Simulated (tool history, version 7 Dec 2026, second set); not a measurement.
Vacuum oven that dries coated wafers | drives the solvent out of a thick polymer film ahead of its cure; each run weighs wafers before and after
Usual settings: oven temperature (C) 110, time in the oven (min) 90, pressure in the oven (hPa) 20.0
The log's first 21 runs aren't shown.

{"run": 22, "hour": 738.2, "oven temperature (C)": 108, "time in the oven (min)": 51, "pressure in the oven (hPa)": 54.9, "solvent left in the film (%)": 7.54}
{"run": 23, "hour": 768.8, "oven temperature (C)": 108, "time in the oven (min)": 51, "pressure in the oven (hPa)": 54.9, "solvent left in the film (%)": 7.42}
{"run": 24, "hour": 794.8, "oven temperature (C)": 105, "time in the oven (min)": 49, "pressure in the oven (hPa)": 20.0, "solvent left in the film (%)": 7.44}
{"run": 25, "hour": 841.4, "oven temperature (C)": 113, "time in the oven (min)": 100, "pressure in the oven (hPa)": 21.9, "solvent left in the film (%)": 2.1}
{"run": 26, "hour": 865.9, "oven temperature (C)": 100, "time in the oven (min)": 59, "pressure in the oven (hPa)": 16.0, "solvent left in the film (%)": 8.04}
{"run": 27, "hour": 905.3, "oven temperature (C)": 106, "time in the oven (min)": 161, "pressure in the oven (hPa)": 59.9, "solvent left in the film (%)": 4.48}
{"run": 28, "hour": 953.1, "oven temperature (C)": 105, "time in the oven (min)": 56, "pressure in the oven (hPa)": 29.0, "solvent left in the film (%)": 7.21}
{"run": 29, "hour": 992.0, "oven temperature (C)": 105, "time in the oven (min)": 56, "pressure in the oven (hPa)": 29.0, "solvent left in the film (%)": 7.2}
{"run": 30, "hour": 1036.2, "oven temperature (C)": 96, "time in the oven (min)": 96, "pressure in the oven (hPa)": 20.0, "solvent left in the film (%)": 7.46}
{"run": 31, "hour": 1073.8, "oven temperature (C)": 109, "time in the oven (min)": 56, "pressure in the oven (hPa)": 36.3, "solvent left in the film (%)": 6.18}
{"run": 32, "hour": 1105.9, "oven temperature (C)": 109, "time in the oven (min)": 56, "pressure in the oven (hPa)": 36.3, "solvent left in the film (%)": 6.29}
{"run": 33, "hour": 1140.2, "oven temperature (C)": 121, "time in the oven (min)": 119, "pressure in the oven (hPa)": 18.9, "solvent left in the film (%)": 0.86}
{"run": 34, "hour": 1178.4, "oven temperature (C)": 98, "time in the oven (min)": 71, "pressure in the oven (hPa)": 20.0, "solvent left in the film (%)": 7.88}
{"run": 35, "hour": 1227.6, "oven temperature (C)": 98, "time in the oven (min)": 85, "pressure in the oven (hPa)": 20.0, "solvent left in the film (%)": 7.59}
{"run": 36, "hour": 1258.5, "oven temperature (C)": 123, "time in the oven (min)": 82, "pressure in the oven (hPa)": 27.2, "solvent left in the film (%)": 1.34}

Forecast each of these 3 alternatives for the next run:
{"run": "A", "hour": 1289.4, "oven temperature (C)": 116, "time in the oven (min)": 90, "pressure in the oven (hPa)": 50.5, "solvent left in the film (%)": "?"}
{"run": "B", "hour": 1289.4, "oven temperature (C)": 119, "time in the oven (min)": 82, "pressure in the oven (hPa)": 14.2, "solvent left in the film (%)": "?"}
{"run": "C", "hour": 1289.4, "oven temperature (C)": 110, "time in the oven (min)": 90, "pressure in the oven (hPa)": 16.9, "solvent left in the film (%)": "?"}

run=A solvent_left_in_the_film_(%)=3.17
run=B solvent_left_in_the_film_(%)=1.34
run=C solvent_left_in_the_film_(%)=3.08
Without the tool's hidden state the same runs would have given:
run=A solvent_left_in_the_film_(%)=2.84
run=B solvent_left_in_the_film_(%)=1.11
run=C solvent_left_in_the_film_(%)=2.65

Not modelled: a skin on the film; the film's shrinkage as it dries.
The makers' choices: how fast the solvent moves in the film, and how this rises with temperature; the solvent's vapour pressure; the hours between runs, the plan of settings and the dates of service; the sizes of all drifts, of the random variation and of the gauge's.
